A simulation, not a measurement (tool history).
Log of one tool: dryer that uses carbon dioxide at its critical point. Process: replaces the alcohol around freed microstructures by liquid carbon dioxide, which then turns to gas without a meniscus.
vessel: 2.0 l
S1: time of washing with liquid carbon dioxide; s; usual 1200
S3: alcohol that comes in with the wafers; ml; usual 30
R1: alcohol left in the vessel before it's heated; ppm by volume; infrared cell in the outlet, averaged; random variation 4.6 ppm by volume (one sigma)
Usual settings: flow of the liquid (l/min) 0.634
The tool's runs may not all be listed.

Run 1, hour 0: usual settings. Result: R1 162 ppm by volume.
Run 2, hour 5.2: usual settings. Result: R1 162 ppm by volume.
Run 3, hour 12.6: usual settings. Result: R1 165 ppm by volume.
Run 4, hour 20: usual settings. Result: R1 164 ppm by volume.
Run 5, hour 29.3: usual settings but S3 52 ml. Result: R1 274 ppm by volume.
Run 6, hour 33.7: usual settings but S3 52 ml. Result: R1 272 ppm by volume.
Run 7, hour 40: usual settings but S3 52 ml. Result: R1 273 ppm by volume.
Run 8, hour 46.4: usual settings. Result: R1 164 ppm by volume.
Run 9, hour 50.7: usual settings but S1 1620 s. Result: R1 48 ppm by volume.
Run 10, hour 58.1: usual settings but flow of the liquid (l/min) 0.79. Result: R1 66 ppm by volume.
Run 11, hour 67: usual settings but flow of the liquid (l/min) 0.79. Result: R1 67 ppm by volume.
Run 12, hour 72.9: usual settings. Result: R1 177 ppm by volume.
Run 13, hour 79: usual settings. Result: R1 162 ppm by volume.
Run 14, hour 86.9: usual settings but S1 840 s. Result: R1 629 ppm by volume.
Run 15, hour 95.1: usual settings but S1 840 s. Result: R1 619 ppm by volume.
Run 16, hour 100.7: usual settings but S1 840 s. Result: R1 626 ppm by volume.
Run 17, hour 107.5: usual settings. Result: R1 168 ppm by volume.
Run 18, hour 111.9: usual settings. Result: R1 170 ppm by volume.
Run 19, hour 116.3: usual settings. Result: R1 173 ppm by volume.
Run 20, hour 123.7: usual settings. Result: R1 168 ppm by volume.
Run 21, hour 131: usual settings. Result: R1 163 ppm by volume.
Run 22, hour 140.4: usual settings. Result: R1 170 ppm by volume.
Run 23, hour 150.3: usual settings. Result: R1 176 ppm by volume.
Run 24, hour 158.5: usual settings. Result: R1 185 ppm by volume.
Run 25, hour 167.7: usual settings but S1 960 s, flow of the liquid (l/min) 1.013. Result: R1 70 ppm by volume.
Run 26, hour 173.6: usual settings but S1 960 s, S3 40 ml. Result: R1 552 ppm by volume.
Run 27, hour 178.5: usual settings but S1 960 s, S3 40 ml. Result: R1 547 ppm by volume.
Run 28, hour 186.6: usual settings but flow of the liquid (l/min) 0.442, S3 28 ml. Result: R1 575 ppm by volume.
Run 29, hour 196.4: usual settings but flow of the liquid (l/min) 0.442, S3 28 ml. Result: R1 608 ppm by volume.
Run 30, hour 205.2: usual settings but S1 1140 s, flow of the liquid (l/min) 0.442, S3 32 ml. Result: R1 792 ppm by volume.
Run 31, hour 214.4: usual settings but S1 1680 s, flow of the liquid (l/min) 0.542. Result: R1 82 ppm by volume.
Run 32, hour 219.2: usual settings but S1 960 s, flow of the liquid (l/min) 0.46. Result: R1 1068 ppm by volume.
Run 33, hour 226.2: usual settings but S1 1800 s, flow of the liquid (l/min) 0.652, S3 70 ml. Result: R1 49 ppm by volume.
Run 34, hour 235.6: usual settings but S1 900 s, flow of the liquid (l/min) 0.392, S3 95 ml. Result: R1 5755 ppm by volume.
Run 35, hour 244.1: usual settings but S1 900 s, flow of the liquid (l/min) 0.392, S3 67 ml. Result: R1 3992 ppm by volume.
Run 36, hour 254.1: usual settings but S1 1740 s, flow of the liquid (l/min) 0.614, S3 100 ml. Result: R1 103 ppm by volume.

The next listed run, before its measurement:
Run 37, hour 263.3: usual settings but flow of the liquid (l/min) 0.76, S3 46 ml. Result: R1 ?.

R1: 117 ppm by volume
Without the tool's hidden state the same run would have given R1 74 ppm by volume.
